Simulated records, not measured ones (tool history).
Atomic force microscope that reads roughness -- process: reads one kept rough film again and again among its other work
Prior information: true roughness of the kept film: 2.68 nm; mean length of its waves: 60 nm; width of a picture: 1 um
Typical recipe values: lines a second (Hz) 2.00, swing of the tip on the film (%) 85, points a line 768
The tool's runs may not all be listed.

run	hour	lines a second (Hz)	swing of the tip on the film (%)	points a line	roughness of the kept film (nm (root mean square))
1	0.0	2.00	85	768	2.022
2	20.1	0.76	85	768	2.302
3	30.5	2.00	85	278	1.985
4	43.6	2.00	85	278	1.984
# hour 60.4: new tip fitted
5	62.7	2.00	85	278	2.071
6	79.5	2.00	85	278	2.054
7	93.3	2.00	85	278	2.059
8	111.1	2.00	85	768	2.042
9	123.4	1.05	85	768	2.256
10	136.3	2.00	85	768	2.031
11	148.9	2.00	85	768	2.017
12	158.1	0.89	58	336	2.476
13	176.7	0.89	58	336	2.453
14	191.9	0.75	74	922	2.388
15	203.3	0.81	70	768	2.386
16	222.8	1.14	85	1024	2.187
# hour 235.8: new tip fitted
17	243.8	1.14	85	1024	2.288
18	258.5	0.68	85	398	2.365
19	269.2	0.68	85	398	2.375
20	278.2	0.80	56	492	2.513

Run 21, settings as shown, results not yet in. Your forecast:
21	297.0	0.80	56	492	?

{"run 21": {"roughness of the kept film (nm (root mean square))": 2.504}}
With no hidden state in the tool, this same run would have given roughness of the kept film (nm (root mean square)) 2.553.
